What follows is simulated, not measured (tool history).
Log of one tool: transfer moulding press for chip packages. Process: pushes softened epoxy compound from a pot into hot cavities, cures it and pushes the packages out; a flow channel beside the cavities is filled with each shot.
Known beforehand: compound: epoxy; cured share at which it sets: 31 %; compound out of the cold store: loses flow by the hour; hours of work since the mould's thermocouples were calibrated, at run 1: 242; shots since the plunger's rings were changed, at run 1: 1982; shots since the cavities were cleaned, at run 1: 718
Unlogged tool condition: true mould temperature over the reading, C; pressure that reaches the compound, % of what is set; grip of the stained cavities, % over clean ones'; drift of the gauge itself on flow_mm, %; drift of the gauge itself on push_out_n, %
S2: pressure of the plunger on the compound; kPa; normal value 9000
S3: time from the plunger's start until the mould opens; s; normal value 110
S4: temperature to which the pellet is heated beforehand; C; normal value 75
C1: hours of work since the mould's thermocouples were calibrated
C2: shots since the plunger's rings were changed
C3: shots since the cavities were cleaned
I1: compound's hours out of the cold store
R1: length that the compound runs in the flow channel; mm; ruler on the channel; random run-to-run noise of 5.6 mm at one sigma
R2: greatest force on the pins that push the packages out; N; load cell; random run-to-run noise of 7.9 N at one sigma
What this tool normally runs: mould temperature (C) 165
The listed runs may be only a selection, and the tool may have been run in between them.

run 1 hour=0 | mould_temperature_(C)=165 S2=9000 S3=110 S4=75 | C1=242 C2=1982 C3=718 | I1=19.8 | R1=568 R2=570
-- hour=38.1 cavities cleaned with cleaning compound and waxed
run 2 hour=77.7 | mould_temperature_(C)=165 S2=9000 S3=110 S4=75 | C1=286 C2=2677 C3=361 | I1=45.5 | R1=513 R2=468
-- hour=153.8 cavities cleaned with cleaning compound and waxed
run 3 hour=171 | mould_temperature_(C)=165 S2=9000 S3=110 S4=75 | C1=340 C2=3512 C3=156 | I1=24.1 | R1=559 R2=422
run 4 hour=224.6 | mould_temperature_(C)=165 S2=9000 S3=110 S4=75 | C1=372 C2=4001 C3=645 | I1=14 | R1=562 R2=609
-- hour=266.5 cavities cleaned with cleaning compound and waxed
run 5 hour=275.3 | mould_temperature_(C)=165 S2=9000 S3=110 S4=75 | C1=400 C2=4450 C3=81 | I1=34.9 | R1=518 R2=382
run 6 hour=324.6 | mould_temperature_(C)=165 S2=9000 S3=110 S4=75 | C1=429 C2=4899 C3=530 | I1=27.4 | R1=525 R2=547
-- hour=342.4 plunger's sealing rings changed
-- hour=388.9 cavities cleaned with cleaning compound and waxed
run 7 hour=396.1 | mould_temperature_(C)=165 S2=9000 S3=110 S4=75 | C1=469 C2=475 C3=65 | I1=18.2 | R1=594 R2=395
run 8 hour=472.6 | mould_temperature_(C)=165 S2=8120 S3=110 S4=75 | C1=514 C2=1172 C3=762 | I1=10 | R1=557 R2=609
-- hour=505.2 cavities cleaned with cleaning compound and waxed
run 9 hour=562.7 | mould_temperature_(C)=165 S2=8120 S3=110 S4=75 | C1=566 C2=1979 C3=523 | I1=36.8 | R1=509 R2=529
-- hour=610.8 mould's thermocouples calibrated
-- hour=624.7 cavities cleaned with cleaning compound and waxed
run 10 hour=624.7 | mould_temperature_(C)=165 S2=9000 S3=149 S4=75 | C1=7 C2=2512 C3=0 | I1=26 | R1=554 R2=249
run 11 hour=699.1 | mould_temperature_(C)=161 S2=9000 S3=110 S4=75 | C1=51 C2=3190 C3=678 | I1=26.4 | R1=544 R2=790
-- hour=741.5 cavities cleaned with cleaning compound and waxed
run 12 hour=751.9 | mould_temperature_(C)=161 S2=9000 S3=110 S4=75 | C1=81 C2=3657 C3=94 | I1=14.6 | R1=573 R2=607
run 13 hour=844.1 | mould_temperature_(C)=161 S2=9000 S3=110 S4=75 | C1=135 C2=4497 C3=934 | I1=12.1 | R1=568 R2=897
-- hour=854.5 cavities cleaned with cleaning compound and waxed
-- hour=906.9 plunger's sealing rings changed
run 14 hour=925.3 | mould_temperature_(C)=169 S2=8890 S3=138 S4=73 | C1=180 C2=167 C3=621 | I1=47.7 | R1=532 R2=368
-- hour=971.3 cavities cleaned with cleaning compound and waxed
run 15 hour=1005.7 | mould_temperature_(C)=172 S2=10860 S3=98 S4=83 | C1=227 C2=886 C3=313 | I1=19.2 | R1=624 R2=375
run 16 hour=1062.2 | mould_temperature_(C)=172 S2=10860 S3=98 S4=83 | C1=260 C2=1401 C3=828 | I1=42.7 | R1=572 R2=478
-- hour=1089.8 cavities cleaned with cleaning compound and waxed
run 17 hour=1123.7 | mould_temperature_(C)=172 S2=8610 S3=98 S4=81 | C1=295 C2=1948 C3=309 | I1=11.9 | R1=552 R2=416

Run 18, settings as shown, results not yet in. Your forecast:
-- hour=1177.3 mould's thermocouples calibrated, once more
-- hour=1205.4 cavities cleaned with cleaning compound and waxed
run 18 hour=1215 | mould_temperature_(C)=159 S2=8610 S3=98 S4=84 | C1=21 C2=2748 C3=88 | I1=15.7 | R1=? R2=?

{"run 18": {"R1": 573, "R2": 751}}
On a tool with no hidden condition, and with the same random variation, this run would have come out at R1 603 mm, R2 679 N.
